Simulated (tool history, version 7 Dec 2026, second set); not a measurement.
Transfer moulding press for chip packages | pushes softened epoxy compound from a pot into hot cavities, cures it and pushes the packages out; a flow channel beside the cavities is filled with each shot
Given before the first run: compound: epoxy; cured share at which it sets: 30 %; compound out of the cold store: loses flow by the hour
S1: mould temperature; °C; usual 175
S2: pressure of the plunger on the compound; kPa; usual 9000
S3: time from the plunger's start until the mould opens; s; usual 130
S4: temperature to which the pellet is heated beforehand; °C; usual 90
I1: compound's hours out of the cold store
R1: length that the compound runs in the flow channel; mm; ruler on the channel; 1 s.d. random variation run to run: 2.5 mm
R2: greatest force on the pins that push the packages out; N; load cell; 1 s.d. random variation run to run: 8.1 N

run 1 hour=0 | S1=175 S2=9000 S3=130 S4=90 | I1=44.4 | R1=589 R2=422
run 2 hour=8.7 | S1=175 S2=9000 S3=130 S4=90 | I1=23.2 | R1=653 R2=451
run 3 hour=15.9 | S1=175 S2=9000 S3=130 S4=90 | I1=43.9 | R1=588 R2=476
run 4 hour=26.8 | S1=175 S2=9000 S3=161 S4=90 | I1=29.3 | R1=635 R2=450
run 5 hour=32.8 | S1=175 S2=9000 S3=130 S4=90 | I1=26.7 | R1=637 R2=528
-- hour=35.6 mould's thermocouples calibrated
run 6 hour=43.3 | S1=175 S2=9000 S3=130 S4=90 | I1=14.9 | R1=680 R2=551
run 7 hour=52.8 | S1=175 S2=9000 S3=130 S4=90 | I1=35.9 | R1=614 R2=552
-- hour=58.8 cavities cleaned with cleaning compound and waxed
run 8 hour=60 | S1=175 S2=9000 S3=130 S4=90 | I1=13.2 | R1=684 R2=383
run 9 hour=66.6 | S1=175 S2=10530 S3=130 S4=90 | I1=21.9 | R1=706 R2=392
run 10 hour=77.3 | S1=171 S2=10620 S3=130 S4=90 | I1=15.6 | R1=748 R2=517
run 11 hour=83.4 | S1=179 S2=8720 S3=156 S4=87 | I1=10.5 | R1=664 R2=404
-- hour=90.3 mould's thermocouples calibrated, once more
run 12 hour=90.9 | S1=179 S2=8630 S3=148 S4=87 | I1=40.7 | R1=568 R2=418
run 13 hour=99.2 | S1=179 S2=9580 S3=116 S4=93 | I1=34 | R1=619 R2=471

The logged runs with the hidden state left out (each run's random variation unchanged):
The hidden state here: true mould temperature over the reading, C; pressure that reaches the compound, % of what is set; grip of the stained cavities, % over clean ones'; drift of the gauge itself on flow_mm, %; drift of the gauge itself on push_out_n, %.
run=1 R1=601 R2=345
run=2 R1=667 R2=344
run=3 R1=601 R2=347
run=4 R1=649 R2=309
run=5 R1=652 R2=351
run=6 R1=696 R2=351
run=7 R1=629 R2=342
run=8 R1=702 R2=369
run=9 R1=725 R2=348
run=10 R1=769 R2=405
run=11 R1=683 R2=313
run=12 R1=587 R2=313
run=13 R1=640 R2=336

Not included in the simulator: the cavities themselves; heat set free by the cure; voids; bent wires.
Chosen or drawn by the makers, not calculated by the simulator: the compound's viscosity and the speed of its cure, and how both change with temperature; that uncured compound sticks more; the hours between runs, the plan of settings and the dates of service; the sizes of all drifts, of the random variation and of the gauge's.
